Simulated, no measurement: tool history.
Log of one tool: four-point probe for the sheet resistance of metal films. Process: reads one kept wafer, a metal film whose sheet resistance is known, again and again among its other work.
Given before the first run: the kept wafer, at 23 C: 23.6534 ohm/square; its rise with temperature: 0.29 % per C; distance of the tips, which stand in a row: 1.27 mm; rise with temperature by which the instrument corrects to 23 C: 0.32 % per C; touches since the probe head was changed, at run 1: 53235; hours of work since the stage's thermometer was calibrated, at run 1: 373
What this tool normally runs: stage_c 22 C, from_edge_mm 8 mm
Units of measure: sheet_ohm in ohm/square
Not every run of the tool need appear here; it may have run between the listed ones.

| run | hour | stage_c | from_edge_mm | touches since the probe head was changed | hours of work since the stage's thermometer was calibrated | sheet_ohm |
|---|---|---|---|---|---|---|
| 1 | 0 | 22 | 8 | 53235 | 373 | 24.069049 |
| 2 | 54.3 | 22 | 8 | 55027 | 401 | 24.071379 |
| 3 | 113.7 | 22 | 8 | 56987 | 432 | 24.084272 |
| 4 | 173 | 22 | 8 | 58945 | 462 | 24.071165 |
| 5 | 215.1 | 22 | 8 | 60337 | 484 | 24.076272 |
| 6 | 264.3 | 19 | 8 | 61958 | 509 | 24.103955 |
| 7 | 289.2 | 22 | 8 | 62780 | 522 | 24.085647 |
| 8 | 339.2 | 22 | 8 | 64433 | 548 | 24.087639 |
| 9 | 391.8 | 22 | 8 | 66169 | 575 | 24.096382 |
| 10 | 416.7 | 22 | 46 | 66989 | 588 | 23.786471 |
| 11 | 461.7 | 22 | 20 | 68475 | 611 | 23.829773 |
| 12 | 493 | 22 | 20 | 69508 | 627 | 23.837269 |
| 13 | 539.2 | 26 | 8 | 71033 | 651 | 24.074358 |
| 14 | 596.8 | 26 | 8 | 72937 | 681 | 24.076739 |
| 15 | 634.6 | 26 | 8 | 74182 | 700 | 24.08396 |
|  | 641.1 | new probe head fitted |
| 16 | 682.1 | 19 | 8 | 1354 | 724 | 24.23895 |
| 17 | 742.1 | 22 | 8 | 3335 | 755 | 24.222001 |
| 18 | 777.9 | 22 | 8 | 4518 | 774 | 24.221687 |
| 19 | 818 | 22 | 4 | 5840 | 794 | 25.132854 |
| 20 | 856.4 | 22 | 4 | 7107 | 814 | 25.137327 |
| 21 | 909 | 22 | 4 | 8845 | 841 | 25.140984 |
| 22 | 936.6 | 27 | 8 | 9755 | 855 | 24.214287 |
| 23 | 975.7 | 24 | 8 | 11045 | 875 | 24.233446 |
| 24 | 1027.5 | 24 | 8 | 12758 | 902 | 24.230866 |
|  | 1032.3 | stage's thermometer calibrated |
| 25 | 1080.4 | 24 | 8 | 14487 | 25 | 24.248917 |
| 26 | 1129.4 | 21 | 8 | 16105 | 50 | 24.269997 |
| 27 | 1163.8 | 21 | 5 | 17239 | 68 | 24.750985 |
| 28 | 1189.5 | 19 | 25 | 18089 | 81 | 23.998109 |
| 29 | 1222.9 | 19 | 25 | 19191 | 98 | 23.994032 |
| 30 | 1250 | 19 | 25 | 20085 | 112 | 23.994271 |
|  | 1267.7 | stage's thermometer calibrated, once more |
| 31 | 1303.5 | 19 | 25 | 21835 | 18 | 23.978863 |
| 32 | 1356.4 | 20 | 30 | 23582 | 46 | 23.962521 |
| 33 | 1409.2 | 32 | 6 | 25323 | 73 | 24.435374 |
| 34 | 1436.8 | 32 | 6 | 26233 | 87 | 24.44415 |
| 35 | 1487.8 | 31 | 38 | 27917 | 113 | 23.905056 |
| 36 | 1521.1 | 20 | 8 | 29017 | 131 | 24.275302 |
| 37 | 1575.3 | 33 | 4 | 30807 | 159 | 25.109656 |
| 38 | 1605.5 | 23 | 22 | 31805 | 174 | 23.984991 |
| 39 | 1663.5 | 32 | 11 | 33719 | 204 | 24.065925 |
| 40 | 1719 | 32 | 11 | 35549 | 233 | 24.072171 |
| 41 | 1767.9 | 32 | 11 | 37165 | 258 | 24.067964 |
| 42 | 1805.8 | 29 | 35 | 38417 | 277 | 23.934666 |
| 43 | 1847.9 | 29 | 35 | 39804 | 299 | 23.936701 |
| 44 | 1891.2 | 29 | 35 | 41235 | 321 | 23.933399 |

Each row is a separate what-if for the run after 44, all from the same tool condition, not one after another. Results?
| A | 1936.4 | 24 | 4 | 42725 | 345 | ? |
| B | 1936.4 | 27 | 3 | 42725 | 345 | ? |
| C | 1936.4 | 22 | 10 | 42725 | 345 | ? |
| D | 1936.4 | 29 | 7 | 42725 | 345 | ? |
| E | 1936.4 | 33 | 73 | 42725 | 345 | ? |

| run | sheet_ohm |
|---|---|
| A | 25.182611 |
| B | 26.012551 |
| C | 24.170476 |
| D | 24.338042 |
| E | 23.900706 |
Without the tool's unlogged condition, the same runs would have read:
| run | sheet_ohm |
|---|---|
| A | 24.861158 |
| B | 25.681602 |
| C | 23.860833 |
| D | 24.026551 |
| E | 23.594447 |
